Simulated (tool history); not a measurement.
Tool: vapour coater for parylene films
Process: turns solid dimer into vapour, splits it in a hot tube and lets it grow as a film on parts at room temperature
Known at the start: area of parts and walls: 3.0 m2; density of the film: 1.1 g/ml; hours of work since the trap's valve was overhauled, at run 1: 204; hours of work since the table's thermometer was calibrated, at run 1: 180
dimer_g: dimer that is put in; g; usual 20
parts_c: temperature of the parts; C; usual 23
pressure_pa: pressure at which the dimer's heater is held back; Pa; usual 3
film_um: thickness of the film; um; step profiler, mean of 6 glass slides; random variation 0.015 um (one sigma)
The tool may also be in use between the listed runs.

run   hour  dimer_g  parts_c  pressure_pa  hours of work since the trap's valve was overhauled  hours of work since the table's thermometer was calibrated  film_um
  1      0       20       23            3                                                  204                                                         180     4.77
  2   31.3       14       23            3                                                  220                                                         196     3.36
  3   49.8       14       23            3                                                  229                                                         206     3.36
      66.1  -- trap's valve overhauled
  4   80.7       20       23         2.93                                                    7                                                         219     4.78
  5  104.7       20       23         2.93                                                   20                                                         232      4.8
  6  132.5       20       23         2.93                                                   34                                                         246     4.81
  7  161.1       20       23         2.93                                                   49                                                         261     4.78
  8  176.6       20       23         2.93                                                   57                                                         269     4.76
  9  210.7       12       23            3                                                   74                                                         286     2.81
 10  235.7       13       23            3                                                   87                                                         299     3.05
 11  261.5       24       23            3                                                  100                                                         312     5.66
 12  289.9       24       23            3                                                  115                                                         327     5.63
     299.6  -- gauge calibrated
 13  307.7       20       17            3                                                  124                                                         336     5.63
 14  334.9       20       17            3                                                  138                                                         350      5.6
 15  364.9       20       17            3                                                  153                                                         365     5.61
 16  383.6       20       23            3                                                  163                                                         375     4.79
 17  405.2       20       17            3                                                  174                                                         386     5.59
 18  427.5       24       23            3                                                  185                                                         397     5.69
 19    457       18       23         3.62                                                  201                                                         413     4.08
 20    486       20       33         4.15                                                  215                                                         427     3.38
 21  508.2       20       33         4.15                                                  227                                                         439     3.38
     527.7  -- trap's valve overhauled
 22  545.8       20       33         4.15                                                    9                                                         456     3.37
 23  578.3       20       23         4.15                                                   26                                                         473     4.36
 24  604.5        8       23         4.15                                                   39                                                         486     1.75
 25  622.2        8       23         4.15                                                   48                                                         495     1.74
 26  643.6        8       23         4.15                                                   59                                                         506     1.75
 27  657.7        8       34         4.61                                                   67                                                         513     1.27
 28  674.8        8       34         4.61                                                   75                                                         522     1.26
 29    690        8       34         4.61                                                   83                                                         530     1.27
 30  709.1        8       34         4.61                                                   93                                                         540     1.26
 31  732.1        8       34         4.61                                                  105                                                         552     1.27
 32  751.1       17       19         2.63                                                  115                                                         561      4.5
 33  772.7       17       19         2.63                                                  126                                                         572     4.49
 34  806.7       20       23         2.92                                                  143                                                         590      4.6

Hidden state at the last listed run before each entry between runs and at the first one after, where it differs:
Between runs 3 and 4: trap's valve overhauled (hour 66.1)
  vapour lost through the trap's worn valve, %: 0.3 -> 0; drift of the gauge itself on film_um, %: -0.47 -> -0.72
  measured less the result without the state, film_um: -0.02 -> -0.03 um
Between runs 12 and 13: gauge calibrated (hour 299.6)
  drift of the gauge itself on film_um, %: -2.68 -> -0.08
  measured less the result without the state, film_um: -0.17 -> -0.02 um
Between runs 21 and 22: trap's valve overhauled (hour 527.7)
  vapour lost through the trap's worn valve, %: 0.3 -> 0; drift of the gauge itself on film_um, %: -1.96 -> -2.27
  measured less the result without the state, film_um: -0.08 -> -0.07 um
